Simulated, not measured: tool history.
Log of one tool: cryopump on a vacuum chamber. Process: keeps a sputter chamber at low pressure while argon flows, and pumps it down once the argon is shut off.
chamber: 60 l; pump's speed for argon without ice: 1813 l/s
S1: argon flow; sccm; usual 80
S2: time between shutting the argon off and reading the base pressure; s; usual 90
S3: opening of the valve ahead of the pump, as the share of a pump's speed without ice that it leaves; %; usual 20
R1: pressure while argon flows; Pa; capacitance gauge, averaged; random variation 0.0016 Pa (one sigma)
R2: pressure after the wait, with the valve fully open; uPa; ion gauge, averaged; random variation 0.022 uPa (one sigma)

run 1 hour=0.0 | S1=80 S2=90 S3=20 | R1=0.3790 R2=0.90
run 2 hour=21.0 | S1=80 S2=90 S3=20 | R1=0.3801 R2=0.94
run 3 hour=47.4 | S1=80 S2=90 S3=20 | R1=0.3806 R2=0.92
run 4 hour=69.9 | S1=80 S2=110 S3=20 | R1=0.3840 R2=0.84
run 5 hour=87.7 | S1=80 S2=90 S3=20 | R1=0.3814 R2=0.95
run 6 hour=108.5 | S1=80 S2=90 S3=20 | R1=0.3814 R2=0.94
run 7 hour=120.1 | S1=80 S2=90 S3=20 | R1=0.3821 R2=0.99
run 8 hour=137.0 | S1=80 S2=90 S3=20 | R1=0.3821 R2=0.95
run 9 hour=161.5 | S1=80 S2=90 S3=20 | R1=0.3837 R2=0.99
run 10 hour=179.1 | S1=80 S2=29 S3=20 | R1=0.3828 R2=2.00
run 11 hour=195.8 | S1=80 S2=90 S3=20 | R1=0.3858 R2=0.93
run 12 hour=215.5 | S1=80 S2=214 S3=20 | R1=0.3829 R2=0.69
run 13 hour=226.2 | S1=80 S2=90 S3=20 | R1=0.3829 R2=0.97
run 14 hour=240.6 | S1=80 S2=90 S3=20 | R1=0.3807 R2=0.97
run 15 hour=255.4 | S1=80 S2=90 S3=33 | R1=0.2373 R2=1.00
run 16 hour=269.2 | S1=139 S2=90 S3=33 | R1=0.4152 R2=1.00
run 17 hour=289.8 | S1=139 S2=90 S3=33 | R1=0.4111 R2=1.03
run 18 hour=305.9 | S1=139 S2=90 S3=33 | R1=0.4148 R2=0.98
run 19 hour=331.2 | S1=139 S2=90 S3=33 | R1=0.4180 R2=1.04
run 20 hour=354.3 | S1=80 S2=99 S3=20 | R1=0.3835 R2=0.94
run 21 hour=372.0 | S1=47 S2=61 S3=45 | R1=0.1055 R2=1.24
run 22 hour=389.9 | S1=80 S2=90 S3=24 | R1=0.3242 R2=1.00
run 23 hour=404.9 | S1=80 S2=90 S3=24 | R1=0.3238 R2=1.06
run 24 hour=425.8 | S1=96 S2=24 S3=25 | R1=0.3785 R2=2.39
run 25 hour=449.5 | S1=86 S2=27 S3=37 | R1=0.2316 R2=2.18
run 26 hour=460.5 | S1=130 S2=90 S3=22 | R1=0.5779 R2=1.08
run 27 hour=486.4 | S1=39 S2=99 S3=22 | R1=0.1727 R2=0.99
run 28 hour=501.9 | S1=147 S2=23 S3=16 | R1=0.8861 R2=2.47
run 29 hour=527.9 | S1=138 S2=23 S3=24 | R1=0.5647 R2=2.45
run 30 hour=544.9 | S1=41 S2=36 S3=40 | R1=0.1052 R2=1.72
run 31 hour=570.5 | S1=41 S2=36 S3=40 | R1=0.1063 R2=1.79
run 32 hour=587.6 | S1=41 S2=36 S3=40 | R1=0.1044 R2=1.78
run 33 hour=610.1 | S1=41 S2=36 S3=40 | R1=0.1057 R2=1.79
run 34 hour=634.9 | S1=41 S2=36 S3=33 | R1=0.1253 R2=1.82
run 35 hour=652.0 | S1=41 S2=36 S3=33 | R1=0.1246 R2=1.83

3 ways to go on from here, each from the tool as it stands after run 35. What would each give?
run A hour=678.4 | S1=41 S2=36 S3=30 | R1=? R2=?
run B hour=678.4 | S1=80 S2=90 S3=15 | R1=? R2=?
run C hour=678.4 | S1=41 S2=69 S3=33 | R1=? R2=?

run=A R1=0.1381 R2=1.79
run=B R1=0.5188 R2=1.08
run=C R1=0.1266 R2=1.25
Without the tool's hidden state the same runs would have given:
run=A R1=0.1273 R2=1.33
run=B R1=0.4977 R2=0.61
run=C R1=0.1158 R2=0.79
